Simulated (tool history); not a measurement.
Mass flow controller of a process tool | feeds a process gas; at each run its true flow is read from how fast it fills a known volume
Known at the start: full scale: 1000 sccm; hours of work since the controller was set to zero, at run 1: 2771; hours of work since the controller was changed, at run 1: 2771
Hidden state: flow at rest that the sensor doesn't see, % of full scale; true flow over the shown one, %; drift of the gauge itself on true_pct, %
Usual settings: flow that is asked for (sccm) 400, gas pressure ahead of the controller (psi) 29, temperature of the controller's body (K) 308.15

run	hour	flow that is asked for (sccm)	gas pressure ahead of the controller (psi)	temperature of the controller's body (K)	hours of work since the controller was set to zero	hours of work since the controller was changed	true flow (%)
1	0	400	29	308.15	2771	2771	99.65
2	118.5	400	29	303.15	2862	2862	99.36
3	283.1	400	24.5	303.15	2988	2988	99.28
4	380.9	399	29	308.15	3063	3063	99.63
5	577.2	399	29	308.15	3214	3214	99.65
6	773.1	399	29	308.15	3364	3364	99.67
7	949	400	32.3	308.15	3499	3499	99.73
8	1105.2	400	32.3	308.15	3619	3619	99.8
9	1305.6	400	32.3	308.15	3773	3773	99.91
10	1479.5	400	32.3	308.15	3906	3906	99.81
11	1653.6	400	21.6	308.15	4040	4040	99.5
# hour 1668.6: controller's zero set anew
12	1766.6	400	21.6	308.15	75	4126	99.69
13	1859.4	651	36.7	308.15	146	4197	99.96
14	2025.6	651	36.7	310.15	274	4325	100.11
15	2164.4	651	36.7	310.15	380	4431	100.05
# hour 2280.3: controller's zero set anew, once more
16	2320.9	400	36.7	308.15	31	4551	98.78
17	2498.3	400	36.7	308.15	167	4687	98.72
18	2703.2	163	36.7	308.15	324	4844	98.61
19	2810.5	188	29	305.15	407	4926	98.15
20	2912.6	188	29	309.15	485	5005	98.45
21	3053.9	188	29	309.15	593	5113	98.45
22	3243.9	188	29	309.15	739	5259	98.48
23	3359.9	188	29	309.15	828	5348	98.5
24	3452.7	135	29.9	300.15	899	5419	98.23

Forecast each of these 3 alternatives for the next run:
A	3656	461	21.3	304.15	1055	5575	?
B	3656	400	23.2	308.15	1055	5575	?
C	3656	163	29.9	305.15	1055	5575	?

run	true flow (%)
A	98.22
B	98.54
C	98.47
Without the tool's hidden state the same runs would have given:
run	true flow (%)
A	99.13
B	99.41
C	98.87
